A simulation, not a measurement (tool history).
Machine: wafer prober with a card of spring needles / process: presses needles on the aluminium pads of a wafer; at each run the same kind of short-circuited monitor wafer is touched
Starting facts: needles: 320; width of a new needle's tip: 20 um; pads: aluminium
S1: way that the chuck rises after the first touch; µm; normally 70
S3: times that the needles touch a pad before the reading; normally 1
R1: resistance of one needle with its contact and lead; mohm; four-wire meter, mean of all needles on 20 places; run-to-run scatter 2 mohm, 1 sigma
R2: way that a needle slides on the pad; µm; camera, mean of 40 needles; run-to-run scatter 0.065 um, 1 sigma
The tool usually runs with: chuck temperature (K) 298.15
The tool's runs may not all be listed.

Run 1, day 0: usual settings. Result: R1 278 mohm, R2 13.51 µm.
At day 0.108: tips cleaned on abrasive film.
At day 0.633: tips cleaned on abrasive film.
At day 1.158: tips cleaned on abrasive film.
At day 1.683: tips cleaned on abrasive film.
Run 2, day 1.829: usual settings. Result: R1 262 mohm, R2 13.51 µm.
At day 2.146: tips cleaned on abrasive film.
At day 2.671: tips cleaned on abrasive film.
At day 3.196: tips cleaned on abrasive film.
At day 3.721: tips cleaned on abrasive film.
Run 3, day 3.746: usual settings but chuck temperature (K) 309.15. Result: R1 239 mohm, R2 13.41 µm.
At day 4.167: tips cleaned on abrasive film.
At day 4.588: tips cleaned on abrasive film.
At day 5.117: tips cleaned on abrasive film.
At day 5.538: tips cleaned on abrasive film.
At day 6.062: tips cleaned on abrasive film.
At day 6.588: tips cleaned on abrasive film.
At day 7.008: tips cleaned on abrasive film.
Run 4, day 7.138: usual settings but chuck temperature (K) 309.15. Result: R1 261 mohm, R2 13.41 µm.
At day 7.454: tips cleaned on abrasive film.
At day 7.875: tips cleaned on abrasive film.
At day 8.4: tips cleaned on abrasive film.
At day 8.821: tips cleaned on abrasive film.
At day 9.042: height of the first contact set anew.
At day 9.358: tips cleaned on abrasive film.
At day 9.779: tips cleaned on abrasive film.
At day 10.304: tips cleaned on abrasive film.
Run 5, day 10.612: usual settings but chuck temperature (K) 309.15. Result: R1 272 mohm, R2 14.18 µm.
At day 10.825: tips cleaned on abrasive film.
At day 11.246: tips cleaned on abrasive film.
At day 11.771: tips cleaned on abrasive film.
At day 12.296: tips cleaned on abrasive film.
Run 6, day 12.379: usual settings but chuck temperature (K) 309.15. Result: R1 240 mohm, R2 14.16 µm.
At day 12.8: tips cleaned on abrasive film.
At day 13.325: tips cleaned on abrasive film.
At day 13.85: tips cleaned on abrasive film.
At day 14.375: tips cleaned on abrasive film.
At day 14.9: tips cleaned on abrasive film.
At day 15.425: tips cleaned on abrasive film.
At day 15.95: tips cleaned on abrasive film.
Run 7, day 16.104: usual settings but S1 84 µm, chuck temperature (K) 309.15. Result: R1 248 mohm, R2 16.73 µm.
At day 16.421: tips cleaned on abrasive film.
At day 16.842: tips cleaned on abrasive film.
At day 17.367: tips cleaned on abrasive film.
At day 17.788: tips cleaned on abrasive film.
At day 18.312: tips cleaned on abrasive film.
At day 18.842: tips cleaned on abrasive film.
Run 8, day 18.921: usual settings but S1 84 µm, chuck temperature (K) 309.15. Result: R1 240 mohm, R2 16.85 µm.
At day 19.342: tips cleaned on abrasive film.
At day 19.762: tips cleaned on abrasive film.
At day 20.288: tips cleaned on abrasive film.
At day 20.712: tips cleaned on abrasive film.
At day 21.238: tips cleaned on abrasive film.
At day 21.658: tips cleaned on abrasive film.
Run 9, day 21.942: usual settings. Result: R1 276 mohm, R2 13.94 µm.
At day 22.154: tips cleaned on abrasive film.
At day 22.679: tips cleaned on abrasive film.
At day 23.204: tips cleaned on abrasive film.
At day 23.729: tips cleaned on abrasive film.
At day 24.254: tips cleaned on abrasive film.
At day 24.779: tips cleaned on abrasive film.
Run 10, day 24.812: usual settings. Result: R1 237 mohm, R2 13.79 µm.
At day 25.233: tips cleaned on abrasive film.
At day 25.654: tips cleaned on abrasive film.
At day 26.179: tips cleaned on abrasive film.
At day 26.704: tips cleaned on abrasive film.
At day 27.229: tips cleaned on abrasive film.
At day 27.754: tips cleaned on abrasive film.
At day 28.208: tips cleaned on abrasive film.
Run 11, day 28.208: usual settings but S3 2. Result: R1 227 mohm, R2 13.86 µm.
At day 28.733: tips cleaned on abrasive film.
At day 29.258: tips cleaned on abrasive film.
At day 29.788: tips cleaned on abrasive film.
At day 30.312: tips cleaned on abrasive film.
At day 30.838: tips cleaned on abrasive film.
At day 31.362: tips cleaned on abrasive film.
At day 31.888: tips cleaned on abrasive film.
Run 12, day 32.221: usual settings but S1 58 µm, chuck temperature (K) 300.15, S3 2. Result: R1 274 mohm, R2 11.39 µm.
At day 32.329: tips cleaned on abrasive film.
At day 32.854: tips cleaned on abrasive film.
At day 33.383: tips cleaned on abrasive film.
At day 33.908: tips cleaned on abrasive film.
At day 34.433: tips cleaned on abrasive film.
At day 34.958: tips cleaned on abrasive film.
At day 35.483: tips cleaned on abrasive film.
Run 13, day 35.533: usual settings but S1 58 µm, chuck temperature (K) 300.15, S3 2. Result: R1 245 mohm, R2 11.35 µm.
At day 35.954: tips cleaned on abrasive film.
At day 36.479: tips cleaned on abrasive film.
At day 37.004: tips cleaned on abrasive film.
At day 37.425: tips cleaned on abrasive film.
At day 37.954: tips cleaned on abrasive film.
At day 38.479: tips cleaned on abrasive film.
At day 39.004: tips cleaned on abrasive film.
At day 39.529: tips cleaned on abrasive film.
Run 14, day 39.708: usual settings but S1 76 µm, chuck temperature (K) 372.15. Result: R1 271 mohm, R2 14.94 µm.
At day 40.025: tips cleaned on abrasive film.
At day 40.554: tips cleaned on abrasive film.
At day 41.079: tips cleaned on abrasive film.
At day 41.604: tips cleaned on abrasive film.
At day 42.129: tips cleaned on abrasive film.
At day 42.654: tips cleaned on abrasive film.
At day 43.179: tips cleaned on abrasive film.
At day 43.6: tips cleaned on abrasive film.
Run 15, day 43.825: usual settings but chuck temperature (K) 302.15, S3 3. Result: R1 243 mohm, R2 13.59 µm.
At day 44.038: tips cleaned on abrasive film.
At day 44.567: tips cleaned on abrasive film.
At day 44.988: tips cleaned on abrasive film.
At day 45.512: tips cleaned on abrasive film.
At day 46.038: tips cleaned on abrasive film.
At day 46.562: tips cleaned on abrasive film.
Run 16, day 46.671: usual settings but S1 54 µm, chuck temperature (K) 310.15, S3 2. Result: R1 259 mohm, R2 10.34 µm.

Forecast run 17:
At day 46.988: tips cleaned on abrasive film.
At day 47.512: tips cleaned on abrasive film.
At day 48.038: tips cleaned on abrasive film.
At day 48.458: tips cleaned on abrasive film.
At day 48.983: tips cleaned on abrasive film.
At day 49.408: tips cleaned on abrasive film.
At day 49.933: tips cleaned on abrasive film.
At day 50.354: tips cleaned on abrasive film.
Run 17, day 50.533: usual settings but S1 54 µm, chuck temperature (K) 310.15, S3 2. Result: R1 ?, R2 ?.

{"run 17": {"R1": 276, "R2": 10.25}}
On a tool with no hidden condition, and with the same random variation, this run would have come out at R1 233 mohm, R2 10.95 µm.
